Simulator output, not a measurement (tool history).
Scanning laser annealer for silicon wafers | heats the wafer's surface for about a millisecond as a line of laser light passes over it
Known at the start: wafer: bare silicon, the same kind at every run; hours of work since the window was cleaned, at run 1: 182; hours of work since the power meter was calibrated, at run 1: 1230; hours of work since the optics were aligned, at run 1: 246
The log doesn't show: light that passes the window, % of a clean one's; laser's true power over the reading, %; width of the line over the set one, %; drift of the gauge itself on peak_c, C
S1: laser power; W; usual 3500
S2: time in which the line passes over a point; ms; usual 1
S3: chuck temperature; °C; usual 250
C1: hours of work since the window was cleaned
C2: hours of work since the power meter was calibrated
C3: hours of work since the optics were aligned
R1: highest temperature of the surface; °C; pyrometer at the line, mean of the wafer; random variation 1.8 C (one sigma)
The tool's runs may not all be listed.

run,hour,S1,S2,S3,C1,C2,C3,R1
1,0,3500,1,250,182,1230,246,1015
2,43.5,3500,1,250,202,1251,267,1015
3,100.5,3500,1,244,229,1278,294,1004
4,143.1,3500,1,244,250,1298,314,1002
5,209,3500,1,276,281,1330,345,1031
6,263.7,3500,1,276,307,1356,371,1024
7,305.5,3500,1,276,327,1376,391,1022
8,343.3,3500,1,250,345,1393,409,997
9,378.8,3500,1,250,362,1410,426,997
10,444.9,3500,1,250,393,1442,457,992
11,488.2,3500,1,256,414,1462,478,998
12,538,3375,1.22,224,437,1486,502,1006
13,603.4,3375,1.22,224,468,1517,533,1002
14,651.5,3167,0.8,254,491,1540,556,832
15,703.4,3104,1,250,516,1565,580,882

Some steps in R1 between neighbouring runs. How much of each would the tool show without its hidden state too (settings, what came in, random variation), and how much is left for the hidden state, with any gauge scatter that isn't in both results?
Run 13 -> 14: S1 3375 -> 3167, S2 1.22 -> 0.8, S3 224 -> 254. R1 -170 °C: hidden state +14, all else -184.
